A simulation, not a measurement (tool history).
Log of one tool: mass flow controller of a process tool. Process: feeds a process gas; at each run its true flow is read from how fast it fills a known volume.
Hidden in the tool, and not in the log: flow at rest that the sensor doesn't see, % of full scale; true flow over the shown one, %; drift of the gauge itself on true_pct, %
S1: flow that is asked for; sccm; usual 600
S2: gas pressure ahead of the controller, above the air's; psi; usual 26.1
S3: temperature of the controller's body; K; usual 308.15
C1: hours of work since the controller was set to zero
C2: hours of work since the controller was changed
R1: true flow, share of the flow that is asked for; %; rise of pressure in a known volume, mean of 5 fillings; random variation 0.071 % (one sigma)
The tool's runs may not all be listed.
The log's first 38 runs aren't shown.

{"run": 39, "hour": 2413.6, "S1": 390, "S2": 21.8, "S3": 294.15, "C1": 255, "C2": 2039, "R1": 99.5}
{"run": 40, "hour": 2464.8, "S1": 692, "S2": 31.9, "S3": 311.15, "C1": 293, "C2": 2078, "R1": 100.71}
{"run": 41, "hour": 2517.9, "S1": 692, "S2": 30.7, "S3": 311.15, "C1": 333, "C2": 2118, "R1": 100.95}
{"run": 42, "hour": 2585.6, "S1": 692, "S2": 30.7, "S3": 311.15, "C1": 384, "C2": 2169, "R1": 101.03}
{"run": 43, "hour": 2667.2, "S1": 692, "S2": 30.7, "S3": 311.15, "C1": 445, "C2": 2230, "R1": 101.12}
{"run": 44, "hour": 2752.0, "S1": 600, "S2": 28.3, "S3": 297.15, "C1": 509, "C2": 2294, "R1": 99.78}
{"run": 45, "hour": 2792.2, "S1": 249, "S2": 25.4, "S3": 298.15, "C1": 539, "C2": 2324, "R1": 99.88}
{"run": 46, "hour": 2868.2, "S1": 134, "S2": 25.4, "S3": 310.15, "C1": 597, "C2": 2382, "R1": 101.38}
{"run": 47, "hour": 2930.0, "S1": 103, "S2": 24.4, "S3": 308.15, "C1": 643, "C2": 2428, "R1": 101.5}
{"run": 48, "hour": 2992.8, "S1": 513, "S2": 20.5, "S3": 310.15, "C1": 690, "C2": 2475, "R1": 101.39}

3 ways to go on from here, each from the tool as it stands after run 48. What would each give?
{"run": "A", "hour": 3069.5, "S1": 600, "S2": 35.2, "S3": 293.15, "C1": 748, "C2": 2533, "R1": "?"}
{"run": "B", "hour": 3069.5, "S1": 160, "S2": 26.7, "S3": 297.15, "C1": 748, "C2": 2533, "R1": "?"}
{"run": "C", "hour": 3069.5, "S1": 229, "S2": 23.5, "S3": 299.15, "C1": 748, "C2": 2533, "R1": "?"}

run=A R1=99.28
run=B R1=100.14
run=C R1=100.22
Without the tool's hidden state the same runs would have given:
run=A R1=98.63
run=B R1=98.75
run=C R1=99.13

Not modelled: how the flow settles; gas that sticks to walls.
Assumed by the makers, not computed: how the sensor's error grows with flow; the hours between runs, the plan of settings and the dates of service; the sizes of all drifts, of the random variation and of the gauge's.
